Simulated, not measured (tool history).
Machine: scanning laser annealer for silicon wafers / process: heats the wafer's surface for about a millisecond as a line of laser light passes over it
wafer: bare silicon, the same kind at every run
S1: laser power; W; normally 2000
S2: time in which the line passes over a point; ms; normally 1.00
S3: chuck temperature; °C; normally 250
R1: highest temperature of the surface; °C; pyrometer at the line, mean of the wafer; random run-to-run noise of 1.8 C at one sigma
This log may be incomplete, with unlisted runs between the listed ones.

Run 1, day 0.000: usual settings. Result: R1 1007 °C.
Run 2, day 1.258: usual settings but S2 0.92 ms. Result: R1 973 °C.
Run 3, day 2.171: usual settings but S1 2193 W, S2 0.92 ms. Result: R1 1060 °C.
Run 4, day 3.158: usual settings but S1 2193 W, S2 0.92 ms. Result: R1 1057 °C.
Run 5, day 3.804: usual settings but S2 0.76 ms. Result: R1 907 °C.
At day 4.542: window over the wafer cleaned.
Run 6, day 4.562: usual settings but S2 0.76 ms. Result: R1 952 °C.
Run 7, day 5.467: usual settings. Result: R1 1054 °C.
Run 8, day 6.162: usual settings. Result: R1 1053 °C.
Run 9, day 7.042: usual settings but S1 1749 W, S2 0.71 ms, S3 222 °C. Result: R1 796 °C.

Expected results for the next run?
At day 7.267: laser's power meter calibrated.
Run 10, day 7.804: usual settings but S1 2116 W, S2 0.79 ms, S3 233 °C. Result: R1 ?.

R1: 991 °C
With the hidden condition absent and the run-to-run variation left alone, this run would have shown R1 1021 °C.
